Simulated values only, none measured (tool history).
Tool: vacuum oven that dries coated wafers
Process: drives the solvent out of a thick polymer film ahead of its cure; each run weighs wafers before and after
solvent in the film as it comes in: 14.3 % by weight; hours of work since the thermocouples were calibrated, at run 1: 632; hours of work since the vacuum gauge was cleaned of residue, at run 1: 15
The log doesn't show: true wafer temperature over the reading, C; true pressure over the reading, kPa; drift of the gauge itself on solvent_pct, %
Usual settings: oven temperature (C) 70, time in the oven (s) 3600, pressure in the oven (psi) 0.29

run,hour,oven temperature (C),time in the oven (s),pressure in the oven (psi),hours of work since the thermocouples were calibrated,hours of work since the vacuum gauge was cleaned of residue,solvent left in the film (%)
1,0,70,3600,0.29,632,15,1.75
2,8.9,70,3600,0.29,636,19,1.71
3,19.2,70,3600,0.29,640,24,1.78
4,25.2,70,3600,0.29,643,26,1.74
5,35.9,70,3600,0.29,648,31,1.73
6,44.8,70,3600,0.29,652,35,1.79
7,52,70,3600,0.29,655,38,1.8
8,64.5,70,3600,0.458,660,44,2.06

Forecast run 9:
9,75.8,70,3600,0.458,666,49,?

{"run 9": {"solvent left in the film (%)": 1.99}}
Without the tool's hidden state the same run would have given solvent left in the film (%) 1.78.
